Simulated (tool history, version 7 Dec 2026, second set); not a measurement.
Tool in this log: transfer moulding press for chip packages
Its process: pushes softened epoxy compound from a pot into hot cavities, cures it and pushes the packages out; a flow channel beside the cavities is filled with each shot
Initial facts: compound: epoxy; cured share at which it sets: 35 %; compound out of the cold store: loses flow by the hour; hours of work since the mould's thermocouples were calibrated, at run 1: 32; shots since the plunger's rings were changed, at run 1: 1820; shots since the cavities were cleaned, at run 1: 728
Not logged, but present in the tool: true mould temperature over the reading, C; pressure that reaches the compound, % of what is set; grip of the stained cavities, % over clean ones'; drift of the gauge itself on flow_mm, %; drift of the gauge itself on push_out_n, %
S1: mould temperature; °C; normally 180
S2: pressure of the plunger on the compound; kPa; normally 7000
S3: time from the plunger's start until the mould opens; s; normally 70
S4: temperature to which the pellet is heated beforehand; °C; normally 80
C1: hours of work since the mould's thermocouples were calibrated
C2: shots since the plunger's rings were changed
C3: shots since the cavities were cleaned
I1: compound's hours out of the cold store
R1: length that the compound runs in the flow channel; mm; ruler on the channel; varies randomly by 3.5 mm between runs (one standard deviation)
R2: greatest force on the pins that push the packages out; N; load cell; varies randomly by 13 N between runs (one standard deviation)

run,hour,S1,S2,S3,S4,C1,C2,C3,I1,R1,R2
1,0,180,7000,70,80,32,1820,728,30.5,536,953
# hour 26.3: cavities cleaned with cleaning compound and waxed
2,35,176,7000,70,80,50,2236,108,37.4,523,878
3,64.1,181,7000,70,80,65,2598,470,19.6,554,861
4,94.7,181,7000,70,80,82,2978,850,12.3,578,955
# hour 112.6: cavities cleaned with cleaning compound and waxed
5,126.9,180,7000,70,80,98,3359,178,20.6,546,747
6,156,180,7000,108,80,114,3721,540,22.1,543,520
7,173.3,180,7000,51,80,124,3936,755,15.3,561,2121
# hour 198.1: cavities cleaned with cleaning compound and waxed
8,203.5,180,7000,51,80,139,4292,67,32.8,504,1287
9,220.2,180,7000,51,80,148,4500,275,12.5,560,1712
10,238.3,180,7000,51,80,158,4725,500,24.9,527,1854
11,265.9,180,7000,51,80,173,5067,842,40.3,472,1879
# hour 284: cavities cleaned with cleaning compound and waxed
12,300,180,5830,51,80,190,5472,199,12.3,500,1648
# hour 326.6: plunger's sealing rings changed
13,327.7,182,7000,70,80,204,14,513,26.6,564,782
14,356.3,182,7000,70,80,219,369,868,29.6,550,843
# hour 373.3: cavities cleaned with cleaning compound and waxed
15,373.3,182,7000,70,77,228,562,0,26.9,555,532
16,393.8,182,7000,70,77,239,817,255,17.8,574,687
17,416.3,182,8360,53,77,251,1096,534,37.1,577,1488
18,437.4,176,7890,61,76,262,1357,795,14.9,644,1921
19,454.2,176,7890,61,76,271,1567,1005,25.7,607,1909
# hour 459.8: cavities cleaned with cleaning compound and waxed
20,471.1,176,8050,110,76,280,1758,140,9,664,452
21,485.2,187,5710,94,90,287,1933,315,18.1,504,476
22,504.3,177,5710,94,86,298,2170,552,44.7,450,586
23,538.9,177,5710,94,86,316,2600,982,23.8,506,683
# hour 544.8: cavities cleaned with cleaning compound and waxed
24,566.2,177,5710,94,86,330,2921,266,24,500,532
25,586.4,180,7900,94,86,341,3172,517,12.9,614,590
26,609.8,180,7900,94,86,354,3463,808,35,540,620
# hour 630.2: cavities cleaned with cleaning compound and waxed
27,643,180,7750,70,78,371,3856,158,12.8,599,714
28,668.6,180,6960,70,87,385,4175,477,29.9,510,849

Predict each of these 4 candidate next runs independently; none follows another, all start after run 28:
A,694.1,180,5270,70,80,398,4492,794,23.9,?,?
B,694.1,180,7000,52,80,398,4492,794,27.1,?,?
C,694.1,174,6960,70,72,398,4492,794,28,?,?
D,694.1,173,6960,56,71,398,4492,794,18.9,?,?

run,R1,R2
A,454,962
B,523,1889
C,527,1433
D,557,2454
Had the tool no hidden state, the same runs would have come out as:
run,R1,R2
A,501,609
B,576,1179
C,581,907
D,614,1522

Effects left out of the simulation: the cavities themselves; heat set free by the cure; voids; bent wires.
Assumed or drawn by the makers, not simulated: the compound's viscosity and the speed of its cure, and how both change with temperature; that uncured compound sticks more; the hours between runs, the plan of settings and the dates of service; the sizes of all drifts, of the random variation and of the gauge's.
